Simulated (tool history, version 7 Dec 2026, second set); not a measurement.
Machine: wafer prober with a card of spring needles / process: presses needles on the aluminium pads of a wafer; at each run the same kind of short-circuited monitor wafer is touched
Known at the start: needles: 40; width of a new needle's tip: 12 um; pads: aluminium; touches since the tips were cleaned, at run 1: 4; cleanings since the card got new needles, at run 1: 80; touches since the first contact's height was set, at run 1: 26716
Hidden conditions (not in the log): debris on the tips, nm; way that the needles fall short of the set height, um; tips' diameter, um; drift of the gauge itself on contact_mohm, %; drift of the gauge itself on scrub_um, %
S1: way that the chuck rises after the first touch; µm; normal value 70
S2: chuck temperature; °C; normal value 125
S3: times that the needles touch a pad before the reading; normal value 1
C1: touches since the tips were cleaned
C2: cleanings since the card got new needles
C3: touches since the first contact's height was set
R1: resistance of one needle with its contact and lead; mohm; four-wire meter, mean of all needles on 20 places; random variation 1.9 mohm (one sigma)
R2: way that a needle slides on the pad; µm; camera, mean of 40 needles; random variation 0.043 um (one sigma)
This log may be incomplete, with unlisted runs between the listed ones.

run	hour	S1	S2	S3	C1	C2	C3	R1	R2
1	0	70	125	1	4	80	26716	209	14.79
# hour 6: tips cleaned on abrasive film
# hour 13.2: tips cleaned on abrasive film
# hour 20.6: tips cleaned on abrasive film
2	25.4	70	125	1	2496	83	39761	299	14.7
# hour 27: tips cleaned on abrasive film
# hour 32.9: tips cleaned on abrasive film
# hour 40.2: tips cleaned on abrasive film
# hour 46.1: tips cleaned on abrasive film
3	46.8	70	125	1	336	87	50677	231	14.6
# hour 52.5: tips cleaned on abrasive film
# hour 59.9: tips cleaned on abrasive film
# hour 66.2: tips cleaned on abrasive film
4	66.2	70	125	1	0	90	60609	217	14.57
# hour 69.3: height of the first contact set anew
# hour 73.8: tips cleaned on abrasive film
# hour 81.1: tips cleaned on abrasive film
# hour 88.5: tips cleaned on abrasive film
5	92.5	70	108	1	2115	93	11931	294	14.86
# hour 95.5: tips cleaned on abrasive film
# hour 101.5: tips cleaned on abrasive film
# hour 108.9: tips cleaned on abrasive film
# hour 116.2: tips cleaned on abrasive film
6	118.3	70	108	1	1120	97	25138	264	14.85
# hour 122.8: tips cleaned on abrasive film
# hour 129.9: tips cleaned on abrasive film
7	131	62	108	1	562	99	31593	256	13.15
# hour 136.9: tips cleaned on abrasive film
# hour 144.3: tips cleaned on abrasive film
# hour 150.3: tips cleaned on abrasive film
# hour 157.2: tips cleaned on abrasive film
8	160.4	62	108	1	1685	103	46703	318	13.03
# hour 163.4: tips cleaned on abrasive film
# hour 169.4: tips cleaned on abrasive film
# hour 176.8: tips cleaned on abrasive film
# hour 184: tips cleaned on abrasive film
# hour 190.1: height of the first contact set anew
# hour 190.5: tips cleaned on abrasive film
9	190.5	70	56	1	0	108	195	204	14.96
# hour 197.9: tips cleaned on abrasive film
10	202.7	70	56	1	2526	109	6489	306	14.88
# hour 204.3: tips cleaned on abrasive film
# hour 210.3: tips cleaned on abrasive film
# hour 217.7: tips cleaned on abrasive film
11	218.5	70	56	1	404	112	14525	224	14.87
# hour 224.3: tips cleaned on abrasive film
# hour 230.3: tips cleaned on abrasive film
12	234.4	70	56	1	2138	114	22702	288	14.85
# hour 237.5: tips cleaned on abrasive film
# hour 244.7: tips cleaned on abrasive film
# hour 250.7: tips cleaned on abrasive film
13	252.9	70	125	3	1150	117	32130	227	14.78
# hour 257.4: tips cleaned on abrasive film
# hour 264.7: tips cleaned on abrasive film
14	269.8	70	125	1	2618	119	40807	333	14.71
# hour 271.3: tips cleaned on abrasive film
# hour 278.7: tips cleaned on abrasive film
# hour 285.9: tips cleaned on abrasive film
# hour 293.3: tips cleaned on abrasive film
15	296.8	73	61	1	1837	123	54657	294	15.24
# hour 299.8: tips cleaned on abrasive film
# hour 307.2: tips cleaned on abrasive film
# hour 310.4: height of the first contact set anew
# hour 313.5: tips cleaned on abrasive film
16	317.9	86	68	1	2301	126	3828	275	18.31
# hour 319.5: tips cleaned on abrasive film
# hour 325.4: tips cleaned on abrasive film
# hour 331.4: tips cleaned on abrasive film
# hour 338.4: tips cleaned on abrasive film
17	339.1	70	40	3	322	130	14620	200	14.86
# hour 345: tips cleaned on abrasive film
# hour 352.5: tips cleaned on abrasive film
18	352.5	70	40	3	2	132	21491	195	14.84
# hour 359.6: tips cleaned on abrasive film
# hour 367: tips cleaned on abrasive film
# hour 374.4: tips cleaned on abrasive film
# hour 381: tips cleaned on abrasive film
19	381	70	40	3	0	136	36095	191	14.67
# hour 388.2: tips cleaned on abrasive film
# hour 394.2: tips cleaned on abrasive film
20	395.8	70	40	3	815	138	43684	214	14.69
# hour 401.5: tips cleaned on abrasive film
# hour 408.7: tips cleaned on abrasive film
21	414.4	70	40	3	2944	140	53265	237	14.63
# hour 416: tips cleaned on abrasive film
# hour 423.4: tips cleaned on abrasive film
22	426.7	70	40	2	1716	142	59572	259	14.62
# hour 429.7: tips cleaned on abrasive film
# hour 431.4: height of the first contact set anew
# hour 437.2: tips cleaned on abrasive film
# hour 444.3: tips cleaned on abrasive film
# hour 451.5: tips cleaned on abrasive film
23	456.2	70	40	2	2440	146	12721	272	14.91
# hour 457.6: tips cleaned on abrasive film
# hour 464.8: tips cleaned on abrasive film
# hour 471.8: tips cleaned on abrasive film
# hour 479: tips cleaned on abrasive film
# hour 485: tips cleaned on abrasive film
24	485.5	70	64	1	300	151	27716	233	14.79

Expected results for the next run?
# hour 491.5: tips cleaned on abrasive film
# hour 497.5: tips cleaned on abrasive film
# hour 503.5: tips cleaned on abrasive film
25	506.4	70	64	1	1533	154	38407	?	?

{"run 25": {"R1": 302, "R2": 14.71}}
Minus the tool's unlogged condition, the same run would have read R1 191 mohm, R2 14.95 µm.

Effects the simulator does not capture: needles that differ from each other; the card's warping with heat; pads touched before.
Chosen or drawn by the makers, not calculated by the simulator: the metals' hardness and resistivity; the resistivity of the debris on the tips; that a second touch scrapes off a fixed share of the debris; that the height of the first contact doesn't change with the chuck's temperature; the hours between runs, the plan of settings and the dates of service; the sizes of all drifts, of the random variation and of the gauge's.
